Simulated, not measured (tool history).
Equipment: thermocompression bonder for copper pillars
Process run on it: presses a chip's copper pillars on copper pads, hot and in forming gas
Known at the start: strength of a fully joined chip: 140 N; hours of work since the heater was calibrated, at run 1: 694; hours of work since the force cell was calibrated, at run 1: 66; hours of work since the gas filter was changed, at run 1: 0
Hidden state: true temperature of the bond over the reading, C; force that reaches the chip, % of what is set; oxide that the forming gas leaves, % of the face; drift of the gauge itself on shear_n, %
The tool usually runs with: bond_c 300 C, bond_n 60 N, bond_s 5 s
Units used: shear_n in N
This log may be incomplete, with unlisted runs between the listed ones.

run,hour,bond_c,bond_n,bond_s,hours of work since the heater was calibrated,hours of work since the force cell was calibrated,hours of work since the gas filter was changed,shear_n
1,0,300,60,5,694,66,0,68.3
2,42.7,300,60,4,714,86,20,63.2
3,64.8,300,60,4,725,97,31,63.8
4,87.4,300,60,4,735,107,42,63.9
5,131.4,300,60,4,756,128,62,63.3
6,166.2,300,60,8,773,145,79,81.2
7,190,300,60,5,784,156,90,69.5
8,215.5,300,60,5,796,168,102,69.2
9,261.9,300,60,5,818,190,124,69.1
10,291.8,300,60,5,832,204,139,69.3
11,338,300,60,5,854,226,161,70.1
12,381.9,300,60,5,875,247,181,70.3
13,421.9,300,60,5,894,266,200,70.3
14,451.9,300,60,5,908,280,215,70.1
# hour 482: gauge calibrated
15,482,312,60,5,923,295,229,76.6
16,523.9,312,60,5,943,315,249,76.8
17,571.2,300,60,5,965,337,271,68.8
18,597.2,275,60,5,977,349,284,52.8
19,627,300,87,5,992,364,298,86.1
20,650.6,323,63,5,1003,375,309,87.5
21,675.7,324,63,4,1015,387,321,81.5
# hour 681.9: heater calibrated with a thermocouple chip
22,715,328,53,9,16,404,339,97.3
23,764.7,328,53,9,39,428,362,97.1
24,814.6,328,53,9,63,452,386,97.2
25,862.7,320,40,5,86,475,409,63.7
# hour 885.4: forming gas filter changed
26,900.5,320,40,5,104,492,7,65.2
27,938.8,311,70,6,122,510,25,90.6
28,962.4,311,70,6,133,522,37,90
29,1004.6,311,70,6,153,542,57,89.5
30,1037,300,51,5,168,557,72,62.5
31,1061.8,300,73,12,180,569,84,103.2
32,1083.8,300,73,12,191,579,94,103.3
33,1122.3,300,59,5,209,598,113,69.5

Consider 3 possible next runs. They are alternatives, not a sequence: every one starts from the tool as it was left by run 33. What does each give?
A,1160.5,296,36,6,227,616,131,?
B,1160.5,326,60,11,227,616,131,?
C,1160.5,300,60,14,227,616,131,?

run,shear_n
A,50.7
B,109.5
C,98
Stripped of hidden state, with their random variation kept, the same runs would have yielded:
run,shear_n
A,49
B,105.7
C,94.6
